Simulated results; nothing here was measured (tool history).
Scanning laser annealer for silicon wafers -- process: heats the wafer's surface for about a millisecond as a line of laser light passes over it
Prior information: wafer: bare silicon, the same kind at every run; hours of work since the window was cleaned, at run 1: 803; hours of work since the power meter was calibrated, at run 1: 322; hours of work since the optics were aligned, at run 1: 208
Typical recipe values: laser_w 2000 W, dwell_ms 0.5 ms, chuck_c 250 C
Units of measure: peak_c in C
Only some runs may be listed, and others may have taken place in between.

run,hour,laser_w,dwell_ms,chuck_c,hours of work since the window was cleaned,hours of work since the power meter was calibrated,hours of work since the optics were aligned,peak_c
1,0,2000,0.5,250,803,322,208,988
2,6.3,2000,0.424,250,807,326,212,932
3,18.6,2000,0.424,250,815,333,219,932
4,28.6,2000,0.5,250,821,340,226,989
5,42.5,2000,0.5,250,830,348,234,990
6,52.9,2000,0.5,250,836,355,241,989
7,63.4,2000,0.5,250,843,361,248,988
8,70.4,2000,0.5,250,847,366,252,988
9,77.7,2000,0.5,250,852,370,257,989
10,87.3,2000,0.5,250,858,376,263,989
11,96.4,2000,0.5,250,864,382,268,993
12,109.4,2000,0.5,250,872,390,276,991
13,119.3,1958,0.546,239,878,397,283,995
14,130.3,2142,0.376,254,885,403,290,948
15,140,2142,0.376,254,891,410,296,951
16,154.7,2121,0.43,266,900,419,305,1002
17,166.8,2000,0.527,241,908,426,312,1001
18,176.8,1741,0.527,288,914,433,319,927
# hour 183.7: window over the wafer cleaned
19,188.6,1741,0.527,288,3,439,325,934
20,195.3,1741,0.4,258,7,443,329,818
21,205.9,1741,0.4,258,14,450,336,819

Entry by entry between the runs, the difference in hidden state between the last listed run before and the first listed run after:
From run 18 to run 19: window over the wafer cleaned (hour 183.7)
  light that passes the window, % of a clean one's: 99.86 -> 100
